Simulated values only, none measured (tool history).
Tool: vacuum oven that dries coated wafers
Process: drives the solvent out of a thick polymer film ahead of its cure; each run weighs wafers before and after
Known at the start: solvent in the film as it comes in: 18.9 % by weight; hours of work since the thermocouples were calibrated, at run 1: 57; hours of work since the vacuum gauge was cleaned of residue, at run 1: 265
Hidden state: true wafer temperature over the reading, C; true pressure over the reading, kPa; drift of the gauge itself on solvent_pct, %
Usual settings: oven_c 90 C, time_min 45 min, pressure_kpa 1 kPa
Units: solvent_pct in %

run    hour  oven_c  time_min  pressure_kpa  hours of work since the thermocouples were calibrated  hours of work since the vacuum gauge was cleaned of residue  solvent_pct
  1       0      90        45             1                                                     57                                                          265         0.88
  2    79.4      90        45             1                                                    104                                                          313         0.91
  3     176      90        45             1                                                    162                                                          370         1.02
  4   221.3      90        45          2.41                                                    189                                                          397         1.34
  5   288.9      90        45          2.41                                                    229                                                          437         1.45
  6   378.2      90        45          2.41                                                    282                                                          491         1.39
  7   443.5      90        45          2.41                                                    321                                                          530         1.44
  8   533.2      90        45          2.41                                                    375                                                          583         1.44
  9   578.8      90        45          2.41                                                    402                                                          610         1.45
 10   674.3      90        66             1                                                    459                                                          667         0.57
 11   768.9      90        66             1                                                    515                                                          724          0.5
 12   818.4      97        66             1                                                    545                                                          753          0.3
 13   866.6      97        66             1                                                    574                                                          782         0.23
 14   943.6      97        66             1                                                    619                                                          828         0.23
 15  1043.2      97        61             1                                                    679                                                          887         0.27
       1087  -- oven's thermocouples calibrated
 16  1123.8      97        61             1                                                     22                                                          934         0.27
 17  1182.5      90        45             1                                                     57                                                          969         0.95
 18  1232.6      90        45             1                                                     87                                                          999         1.05
 19  1296.9      90        45             1                                                    125                                                         1037         1.02
 20  1365.3     104        45             1                                                    166                                                         1078         0.19
 21  1454.3     104        45             1                                                    219                                                         1131         0.18
 22  1497.1      90        45             1                                                    244                                                         1156         1.09
 23  1542.1      90        33             1                                                    271                                                         1183         2.09
 24  1588.9     101        40             1                                                    299                                                         1211         0.25
 25  1673.7      95        40           0.6                                                    350                                                         1262         0.53
 26  1747.9      92        40          1.29                                                    394                                                         1306         1.18
 27    1837      97        45           1.5                                                    447                                                         1359          0.5
 28  1893.6      90        45          2.54                                                    481                                                         1393         1.61
 29  1943.8      90        30          1.73                                                    511                                                         1423         2.79
 30  2046.7      90        46          1.73                                                    572                                                         1484         1.52
 31  2135.4      79        23             1                                                    625                                                         1537         8.79
 32  2191.3      79        23             1                                                    658                                                         1570         8.64
 33    2242      83        39          3.44                                                    688                                                         1600         4.82
     2268.3  -- oven's thermocouples calibrated
 34  2292.6      83        39          3.44                                                     15                                                         1629         4.67
 35  2367.7     103        25          1.19                                                     59                                                         1674         0.52
 36  2413.1      80        25          3.33                                                     86                                                         1701         8.14
 37  2482.6      80        25          3.33                                                    128                                                         1743         8.07
 38  2560.8      85        42          1.13                                                    174                                                         1789         2.88
 39  2614.4     104        42          1.13                                                    206                                                         1821         0.37
 40  2690.6     104        42          1.13                                                    252                                                         1867         0.43
 41  2758.8      75        38             1                                                    292                                                         1907         7.71
       2766  -- vacuum gauge cleaned of residue and calibrated
 42    2849      75        46          0.56                                                    345                                                           49         6.55
 43  2927.3      90        62          0.59                                                    392                                                           96         0.49
 44  3002.3      90        70          2.39                                                    437                                                          141          0.8
 45  3068.3      90        70          2.39                                                    476                                                          180         0.87
 46  3130.9      90        70          2.39                                                    513                                                          217         0.85

Forecast each of these 5 alternatives for the next run:
  A  3175.5     104        31             1                                                    540                                                          244            ?
  B  3175.5      90        45          0.91                                                    540                                                          244            ?
  C  3175.5      90        49             1                                                    540                                                          244            ?
  D  3175.5      84        70          1.81                                                    540                                                          244            ?
  E  3175.5      97        69             1                                                    540                                                          244            ?

run  solvent_pct
  A         0.17
  B         1.27
  C         1.13
  D         1.71
  E         0.25
Without the tool's hidden state the same runs would have given:
run  solvent_pct
  A         0.12
  B         1.01
  C          0.9
  D          1.4
  E         0.21
